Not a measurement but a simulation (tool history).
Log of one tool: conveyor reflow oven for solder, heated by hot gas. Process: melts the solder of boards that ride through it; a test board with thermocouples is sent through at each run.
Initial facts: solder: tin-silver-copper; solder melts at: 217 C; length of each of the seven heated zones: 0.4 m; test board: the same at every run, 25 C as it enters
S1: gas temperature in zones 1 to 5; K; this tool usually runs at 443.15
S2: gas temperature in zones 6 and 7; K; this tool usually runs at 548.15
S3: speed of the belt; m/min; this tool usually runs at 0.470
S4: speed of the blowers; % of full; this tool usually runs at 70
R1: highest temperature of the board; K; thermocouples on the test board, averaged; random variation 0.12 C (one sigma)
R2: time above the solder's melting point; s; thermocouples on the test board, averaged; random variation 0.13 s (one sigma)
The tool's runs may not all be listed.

{"run": 1, "hour": 0.0, "S1": 443.15, "S2": 548.15, "S3": 0.47, "S4": 70, "R1": 530.35, "R2": 78.8}
{"run": 2, "hour": 8.1, "S1": 443.15, "S2": 548.15, "S3": 0.47, "S4": 70, "R1": 530.15, "R2": 78.4}
{"run": 3, "hour": 15.5, "S1": 443.15, "S2": 548.15, "S3": 0.47, "S4": 70, "R1": 530.25, "R2": 78.4}
{"run": 4, "hour": 26.4, "S1": 443.15, "S2": 548.15, "S3": 0.47, "S4": 70, "R1": 530.05, "R2": 78.3}
{"run": 5, "hour": 36.3, "S1": 443.15, "S2": 548.15, "S3": 0.47, "S4": 70, "R1": 529.95, "R2": 78.4}
{"run": 6, "hour": 46.6, "S1": 443.15, "S2": 548.15, "S3": 0.537, "S4": 70, "R1": 524.95, "R2": 63.1}
{"run": 7, "hour": 52.1, "S1": 435.15, "S2": 548.15, "S3": 0.47, "S4": 70, "R1": 528.55, "R2": 73.7}
{"run": 8, "hour": 60.2, "S1": 435.15, "S2": 548.15, "S3": 0.47, "S4": 70, "R1": 528.55, "R2": 73.4}
{"run": 9, "hour": 65.4, "S1": 435.15, "S2": 548.15, "S3": 0.47, "S4": 70, "R1": 528.45, "R2": 73.5}
{"run": 10, "hour": 72.6, "S1": 443.15, "S2": 548.15, "S3": 0.486, "S4": 70, "R1": 528.65, "R2": 74.1}
{"run": 11, "hour": 78.8, "S1": 443.15, "S2": 548.15, "S3": 0.482, "S4": 70, "R1": 528.95, "R2": 75.2}
{"run": 12, "hour": 87.8, "S1": 444.15, "S2": 561.15, "S3": 0.433, "S4": 65, "R1": 543.65, "R2": 96.4}
{"run": 13, "hour": 93.6, "S1": 443.15, "S2": 548.15, "S3": 0.473, "S4": 83, "R1": 532.35, "R2": 80.1}
{"run": 14, "hour": 99.6, "S1": 443.15, "S2": 547.15, "S3": 0.47, "S4": 52, "R1": 523.95, "R2": 71.0}
{"run": 15, "hour": 110.2, "S1": 448.15, "S2": 548.15, "S3": 0.47, "S4": 83, "R1": 533.45, "R2": 83.9}
{"run": 16, "hour": 116.2, "S1": 443.15, "S2": 549.15, "S3": 0.47, "S4": 70, "R1": 530.75, "R2": 78.8}
{"run": 17, "hour": 124.5, "S1": 433.15, "S2": 549.15, "S3": 0.47, "S4": 63, "R1": 526.85, "R2": 70.7}
{"run": 18, "hour": 134.1, "S1": 433.15, "S2": 549.15, "S3": 0.47, "S4": 63, "R1": 526.85, "R2": 70.7}
{"run": 19, "hour": 142.3, "S1": 442.15, "S2": 556.15, "S3": 0.552, "S4": 70, "R1": 529.75, "R2": 64.5}
{"run": 20, "hour": 150.7, "S1": 442.15, "S2": 556.15, "S3": 0.552, "S4": 70, "R1": 529.55, "R2": 64.4}
{"hour": 158.3, "done": "flux residue cleaned out of gas plates and filters"}
{"run": 21, "hour": 163.9, "S1": 446.15, "S2": 536.15, "S3": 0.46, "S4": 86, "R1": 525.45, "R2": 79.5}

5 ways to go on from here, each from the tool as it stands after run 21. What would each give?
{"run": "A", "hour": 169.1, "S1": 458.15, "S2": 554.15, "S3": 0.47, "S4": 83, "R1": "?", "R2": "?"}
{"run": "B", "hour": 169.1, "S1": 443.15, "S2": 560.15, "S3": 0.484, "S4": 67, "R1": "?", "R2": "?"}
{"run": "C", "hour": 169.1, "S1": 446.15, "S2": 536.15, "S3": 0.46, "S4": 69, "R1": "?", "R2": "?"}
{"run": "D", "hour": 169.1, "S1": 443.15, "S2": 548.15, "S3": 0.555, "S4": 70, "R1": "?", "R2": "?"}
{"run": "E", "hour": 169.1, "S1": 436.15, "S2": 536.15, "S3": 0.524, "S4": 86, "R1": "?", "R2": "?"}

run=A R1=542.15 R2=94.6
run=B R1=540.55 R2=83.9
run=C R1=522.35 R2=75.0
run=D R1=525.85 R2=61.8
run=E R1=520.15 R2=59.4
With the hidden condition removed and each run's random variation left untouched, the same runs would have given:
run=A R1=541.25 R2=93.9
run=B R1=539.75 R2=83.2
run=C R1=521.55 R2=74.0
run=D R1=525.05 R2=61.0
run=E R1=519.35 R2=58.5
